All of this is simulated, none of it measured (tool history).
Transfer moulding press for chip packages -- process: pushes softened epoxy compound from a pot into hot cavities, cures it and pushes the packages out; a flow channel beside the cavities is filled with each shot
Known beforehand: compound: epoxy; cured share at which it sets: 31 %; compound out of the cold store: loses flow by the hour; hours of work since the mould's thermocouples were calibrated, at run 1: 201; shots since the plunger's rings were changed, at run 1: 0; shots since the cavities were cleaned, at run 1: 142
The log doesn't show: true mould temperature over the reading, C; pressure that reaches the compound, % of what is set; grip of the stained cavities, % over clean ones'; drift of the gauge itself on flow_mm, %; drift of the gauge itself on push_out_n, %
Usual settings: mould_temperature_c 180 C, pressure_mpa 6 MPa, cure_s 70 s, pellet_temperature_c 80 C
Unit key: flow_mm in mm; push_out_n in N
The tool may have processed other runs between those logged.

| run | hour | mould_temperature_c | pressure_mpa | cure_s | pellet_temperature_c | hours of work since the mould's thermocouples were calibrated | shots since the plunger's rings were changed | shots since the cavities were cleaned | incoming compound's hours out of the cold store | flow_mm | push_out_n |
|---|---|---|---|---|---|---|---|---|---|---|---|
| 1 | 0 | 180 | 6 | 70 | 80 | 201 | 0 | 142 | 41.1 | 714 | 1000 |
| 2 | 8.2 | 180 | 6 | 70 | 80 | 205 | 83 | 225 | 44.7 | 701 | 1121 |
| 3 | 18 | 180 | 6 | 70 | 80 | 209 | 182 | 324 | 19 | 759 | 1260 |
| 4 | 36.9 | 180 | 6 | 70 | 80 | 217 | 373 | 515 | 28.3 | 737 | 1312 |
| 5 | 52.9 | 180 | 6 | 70 | 80 | 224 | 534 | 676 | 44.9 | 698 | 1441 |
| 6 | 62.1 | 180 | 6 | 70 | 80 | 228 | 627 | 769 | 28.9 | 733 | 1482 |
| 7 | 73.9 | 180 | 6 | 70 | 80 | 233 | 746 | 888 | 27.5 | 733 | 1487 |
|  | 77.8 | cavities cleaned with cleaning compound and waxed |
| 8 | 93 | 180 | 6 | 70 | 80 | 240 | 923 | 153 | 28.2 | 731 | 989 |
| 9 | 106.5 | 180 | 5.59 | 70 | 80 | 246 | 1060 | 290 | 10.6 | 742 | 1262 |
| 10 | 118.4 | 180 | 5.59 | 70 | 80 | 251 | 1180 | 410 | 20.6 | 721 | 1332 |
| 11 | 130.4 | 180 | 6 | 70 | 80 | 256 | 1300 | 530 | 27.3 | 729 | 1396 |
| 12 | 149.1 | 181 | 5.96 | 65 | 71 | 264 | 1489 | 719 | 47.3 | 683 | 1695 |
| 13 | 160.8 | 188 | 5.96 | 74 | 77 | 269 | 1607 | 837 | 31.7 | 698 | 978 |
|  | 169.9 | cavities cleaned with cleaning compound and waxed |
| 14 | 175.9 | 177 | 6 | 70 | 81 | 275 | 1744 | 60 | 46.7 | 692 | 1006 |
|  | 179.5 | mould's thermocouples calibrated |
| 15 | 187.6 | 174 | 5.92 | 70 | 81 | 3 | 1843 | 159 | 13.3 | 772 | 1745 |
| 16 | 200.9 | 174 | 5.92 | 70 | 81 | 9 | 1976 | 292 | 14.9 | 764 | 2018 |
| 17 | 211 | 174 | 5.92 | 70 | 81 | 13 | 2078 | 394 | 35.2 | 720 | 1970 |
| 18 | 229.6 | 186 | 7.03 | 70 | 80 | 21 | 2266 | 582 | 13.5 | 800 | 1055 |
|  | 243.1 | mould's thermocouples calibrated, once more |
| 19 | 243.1 | 180 | 6 | 98 | 80 | 0 | 2382 | 698 | 41.7 | 691 | 879 |
| 20 | 252.8 | 180 | 6 | 98 | 80 | 4 | 2480 | 796 | 40.6 | 693 | 909 |
|  | 266 | cavities cleaned with cleaning compound and waxed |
|  | 274.3 | plunger's sealing rings changed |
| 21 | 275.4 | 180 | 6 | 98 | 88 | 12 | 11 | 69 | 33.3 | 728 | 482 |

Take each entry between the runs: how does the hidden state at the last listed run before it differ from the hidden state at the first listed run after it?
Run 7 -> run 8: cavities cleaned with cleaning compound and waxed (hour 77.8)
  true mould temperature over the reading, C: -0.67 -> -0.69; pressure that reaches the compound, % of what is set: 98.08 -> 97.73; grip of the stained cavities, % over clean ones': 119.9 -> 50.5
  measured value less the no-hidden-state value, flow_mm: -6 -> -7 mm; push_out_n: +843 -> +362 N
Run 13 -> run 14: cavities cleaned with cleaning compound and waxed (hour 169.9)
  true mould temperature over the reading, C: -0.76 -> -0.77; pressure that reaches the compound, % of what is set: 96.32 -> 96.02; grip of the stained cavities, % over clean ones': 118.4 -> 24.5
  measured value less the no-hidden-state value, flow_mm: -12 -> -13 mm; push_out_n: +537 -> +240 N
Run 14 -> run 15: mould's thermocouples calibrated (hour 179.5)
  true mould temperature over the reading, C: -0.77 -> -1.09; pressure that reaches the compound, % of what is set: 96.02 -> 95.81; grip of the stained cavities, % over clean ones': 24.5 -> 52.4
  measured value less the no-hidden-state value, flow_mm: -13 -> -14 mm; push_out_n: +240 -> +684 N
Run 18 -> run 19: mould's thermocouples calibrated, once more (hour 243.1)
  true mould temperature over the reading, C: -1.13 -> -0.14; pressure that reaches the compound, % of what is set: 94.97 -> 94.75; grip of the stained cavities, % over clean ones': 107.2 -> 113
  measured value less the no-hidden-state value, flow_mm: -18 -> -18 mm; push_out_n: +565 -> +468 N
Run 20 -> run 21: cavities cleaned with cleaning compound and waxed (hour 266); plunger's sealing rings changed (hour 274.3)
  true mould temperature over the reading, C: -0.15 -> -0.17; pressure that reaches the compound, % of what is set: 94.55 -> 99.82; grip of the stained cavities, % over clean ones': 116.6 -> 23
  measured value less the no-hidden-state value, flow_mm: -19 -> +0 mm; push_out_n: +491 -> +90 N
